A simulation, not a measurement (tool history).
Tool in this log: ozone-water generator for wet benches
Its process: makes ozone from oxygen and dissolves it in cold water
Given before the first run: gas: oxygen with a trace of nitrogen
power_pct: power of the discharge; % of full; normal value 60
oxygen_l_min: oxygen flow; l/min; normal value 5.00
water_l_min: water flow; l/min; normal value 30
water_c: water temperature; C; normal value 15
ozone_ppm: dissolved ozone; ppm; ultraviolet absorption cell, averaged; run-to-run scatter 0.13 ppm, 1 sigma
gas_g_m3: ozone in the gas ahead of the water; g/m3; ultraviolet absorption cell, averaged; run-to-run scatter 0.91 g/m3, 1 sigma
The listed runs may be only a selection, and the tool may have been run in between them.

run    hour  power_pct  oxygen_l_min  water_l_min  water_c  ozone_ppm  gas_g_m3
  1     0.0         60          5.00           30       15       13.9     149.6
  2    39.4         60          5.00           20       15       19.3     149.3
  3    73.8         60          5.00           20       15       19.1     147.8
  4   105.8         60          5.00           20       15       18.9     148.6
  5   146.4         60          6.73           20       15       18.5     124.1
  6   170.6         60          6.73           20       15       18.5     125.3
  7   216.3         60          6.73           20       15       18.7     124.9
  8   246.2         56          5.00           30       15       13.4     143.0
  9   280.2         60          5.00           30       15       14.0     146.5
 10   326.8         60          5.00           30       15       13.8     147.7
 11   354.6         60          5.00           30       15       13.6     147.7
 12   381.2         48          5.00           30       15       12.0     130.8
      409.9  -- contactor cleaned
 13   416.2         48          5.00           30       15       12.0     129.5
 14   438.5         48          5.00           30       15       12.0     130.6
 15   459.4         60          5.00           30       15       13.7     148.2
 16   485.4         60          5.00           30       15       13.6     147.7
      512.0  -- contactor cleaned, once more
 17   539.3         60          5.00           30       15       14.2     147.2
 18   566.9         54          2.81           25       10       15.1     193.9
 19   608.8         62          2.81           35       10       11.7     210.3
 20   638.6         62          2.81           35       10       12.2     210.6
 21   680.6         49          2.81           25       10       14.3     185.4
 22   725.9         49          6.44           25       11       15.5     113.6
 23   766.5         49          6.44           25       11       15.4     111.9
 24   806.8         49          6.44           25       11       15.6     112.6
 25   856.3         49          6.44           25       11       15.4     112.1
 26   879.9         49          6.44           37       20       10.2     111.4
 27   922.2         49          2.56           25        8       14.0     194.1
 28   955.1         53          4.59           23       19       15.1     142.9
 29  1005.6         53          4.59           23       19       15.2     143.9
 30  1041.9         50          3.30           20       12       17.5     166.8
 31  1089.2         50          3.30           20       12       17.1     168.0
 32  1136.0         60          6.38           21       15       18.2     125.2
 33  1185.5         60          6.38           21       15       18.1     123.9

Branching from run 33: 4 alternative next runs. What would each branch give?
  A  1217.8         60          4.37           20       14          ?         ?
  B  1217.8         60          5.00           29       15          ?         ?
  C  1217.8         60          2.60           30       15          ?         ?
  D  1217.8         55          6.38           21       15          ?         ?

run  ozone_ppm  gas_g_m3
  A       18.9     155.7
  B       14.4     144.0
  C       12.5     211.4
  D       17.4     120.2
Stripped of hidden state, with their random variation kept, the same runs would have yielded:
run  ozone_ppm  gas_g_m3
  A       20.2     165.3
  B       15.4     152.9
  C       13.4     224.3
  D       18.5     127.1
